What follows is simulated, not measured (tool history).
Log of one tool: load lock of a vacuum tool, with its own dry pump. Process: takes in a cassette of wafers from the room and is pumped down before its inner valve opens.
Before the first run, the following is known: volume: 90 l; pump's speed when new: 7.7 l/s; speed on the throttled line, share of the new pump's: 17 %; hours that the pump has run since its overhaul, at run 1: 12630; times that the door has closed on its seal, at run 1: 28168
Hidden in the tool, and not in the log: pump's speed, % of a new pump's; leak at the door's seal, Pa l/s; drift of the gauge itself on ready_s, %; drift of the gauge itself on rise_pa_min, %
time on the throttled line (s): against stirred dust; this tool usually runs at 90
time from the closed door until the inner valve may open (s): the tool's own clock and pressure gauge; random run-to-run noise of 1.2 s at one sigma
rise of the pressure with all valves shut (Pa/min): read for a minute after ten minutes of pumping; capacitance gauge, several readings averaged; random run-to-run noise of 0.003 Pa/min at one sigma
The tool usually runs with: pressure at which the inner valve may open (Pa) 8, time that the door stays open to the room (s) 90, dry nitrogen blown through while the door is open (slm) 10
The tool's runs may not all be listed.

run	day	time on the throttled line (s)	pressure at which the inner valve may open (Pa)	time that the door stays open to the room (s)	dry nitrogen blown through while the door is open (slm)	hours that the pump has run since its overhaul	times that the door has closed on its seal	incoming humidity of the room's air, %	time from the closed door until the inner valve may open (s)	rise of the pressure with all valves shut (Pa/min)
1	0.000	90	8	90	10	12630	28168	43.1	215.0	0.329
2	9.004	90	8	90	10	12846	29174	46.3	212.6	0.351
3	21.412	90	8	90	10	13144	30561	40.7	214.1	0.374
4	34.025	90	8	90	10	13447	31971	46.9	216.1	0.396
5	45.338	90	8	90	10	13718	33235	44.9	217.1	0.424
6	56.629	90	8	90	6	13989	34496	44.8	220.3	0.460
# day 61.617: dry pump taken out, an overhauled one fitted
7	68.075	90	8	90	10	155	35748	42.8	185.5	0.468
8	75.408	90	8	90	10	331	36567	42.8	186.4	0.500
9	83.679	90	8	90	10	529	37492	43.3	187.5	0.511
10	89.483	90	8	90	10	669	38140	45.9	186.0	0.537
11	98.012	90	6	90	10	873	39093	46.5	190.4	0.565
12	105.871	90	6	90	10	1062	39972	45.6	193.1	0.569
# day 111.129: door's seal changed, seat wiped
13	115.425	90	6	90	10	1290	480	44.1	191.2	0.042
14	124.542	90	6	90	12	1509	1499	46.9	192.3	0.046
15	136.321	116	8	41	4	1791	2816	46.9	209.3	0.042
16	148.067	90	8	61	19	2073	4128	45.6	188.3	0.043
17	159.471	90	11	90	33	2347	5402	43.1	185.9	0.052
18	169.238	127	11	90	33	2581	6494	45.8	218.5	0.060
19	178.262	127	11	90	33	2798	7503	45.6	218.6	0.069
20	188.571	71	9	81	8	3045	8655	43.2	173.7	0.098
21	197.800	90	8	34	13	3267	9686	47.2	192.8	0.085

What differs in the tool's unlogged condition from the final listed run ahead of each entry between runs to the first listed run following it?
Between runs 6 and 7: dry pump taken out, an overhauled one fitted (day 61.617)
  pump's speed, % of a new pump's: 75.9 -> 100.2; leak at the door's seal, Pa l/s: 0.6149 -> 0.6534
  measured less the result without the state, time from the closed door until the inner valve may open (s): +31.5 -> -0.1; rise of the pressure with all valves shut (Pa/min): +0.411 -> +0.430
Between runs 12 and 13: door's seal changed, seat wiped (day 111.129)
  pump's speed, % of a new pump's: 98.6 -> 98.2; leak at the door's seal, Pa l/s: 0.7976 -> 0.004
  measured less the result without the state, time from the closed door until the inner valve may open (s): +1.7 -> +1.8; rise of the pressure with all valves shut (Pa/min): +0.528 -> +0.001

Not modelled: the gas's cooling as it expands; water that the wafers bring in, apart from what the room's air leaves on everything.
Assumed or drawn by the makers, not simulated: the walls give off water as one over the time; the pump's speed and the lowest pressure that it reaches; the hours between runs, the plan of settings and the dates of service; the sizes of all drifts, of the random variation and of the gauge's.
